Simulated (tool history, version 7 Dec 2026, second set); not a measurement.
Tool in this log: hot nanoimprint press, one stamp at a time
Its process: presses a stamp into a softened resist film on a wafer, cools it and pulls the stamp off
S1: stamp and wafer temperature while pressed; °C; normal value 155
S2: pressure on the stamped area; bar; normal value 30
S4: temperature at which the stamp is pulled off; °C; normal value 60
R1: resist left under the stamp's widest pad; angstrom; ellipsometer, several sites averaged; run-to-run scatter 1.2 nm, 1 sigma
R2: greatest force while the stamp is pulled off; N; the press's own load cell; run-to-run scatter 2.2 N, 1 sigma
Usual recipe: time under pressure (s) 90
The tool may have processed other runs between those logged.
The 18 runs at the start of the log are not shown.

run 19 hour=708.8 | S1=162 S2=39.7 time_under_pressure_(s)=98 S4=52 | R1=1134 R2=113
run 20 hour=749.5 | S1=155 S2=30 time_under_pressure_(s)=63 S4=55 | R1=1897 R2=113
run 21 hour=786.7 | S1=155 S2=30 time_under_pressure_(s)=63 S4=55 | R1=1888 R2=117
run 22 hour=839.1 | S1=152 S2=30 time_under_pressure_(s)=102 S4=45 | R1=1841 R2=130
-- hour=875 stamp cleaned and given a new release coat
run 23 hour=894.8 | S1=152 S2=30 time_under_pressure_(s)=102 S4=45 | R1=1820 R2=108
run 24 hour=922.2 | S1=152 S2=30 time_under_pressure_(s)=102 S4=45 | R1=1803 R2=115
run 25 hour=950.6 | S1=156 S2=20.1 time_under_pressure_(s)=180 S4=53 | R1=1632 R2=110
run 26 hour=993.8 | S1=147 S2=27.5 time_under_pressure_(s)=155 S4=60 | R1=1964 R2=105
run 27 hour=1032.7 | S1=147 S2=27.5 time_under_pressure_(s)=155 S4=60 | R1=1970 R2=107
run 28 hour=1069.5 | S1=147 S2=27.5 time_under_pressure_(s)=155 S4=60 | R1=1975 R2=106
run 29 hour=1111.7 | S1=167 S2=30 time_under_pressure_(s)=105 S4=61 | R1=1079 R2=113
run 30 hour=1140.2 | S1=155 S2=38.9 time_under_pressure_(s)=139 S4=60 | R1=1279 R2=112

Each row is a separate what-if for the run after 30, all from the same tool condition, not one after another. Results?
run A hour=1176.5 | S1=151 S2=30 time_under_pressure_(s)=90 S4=60 | R1=? R2=?
run B hour=1176.5 | S1=155 S2=30 time_under_pressure_(s)=79 S4=60 | R1=? R2=?
run C hour=1176.5 | S1=155 S2=20.3 time_under_pressure_(s)=90 S4=55 | R1=? R2=?

run=A R1=1926 R2=112
run=B R1=1754 R2=116
run=C R1=1996 R2=121
Take away the tool's hidden state, keep each run's random variation, and the runs would have read:
run=A R1=2037 R2=94
run=B R1=1859 R2=98
run=C R1=2103 R2=102

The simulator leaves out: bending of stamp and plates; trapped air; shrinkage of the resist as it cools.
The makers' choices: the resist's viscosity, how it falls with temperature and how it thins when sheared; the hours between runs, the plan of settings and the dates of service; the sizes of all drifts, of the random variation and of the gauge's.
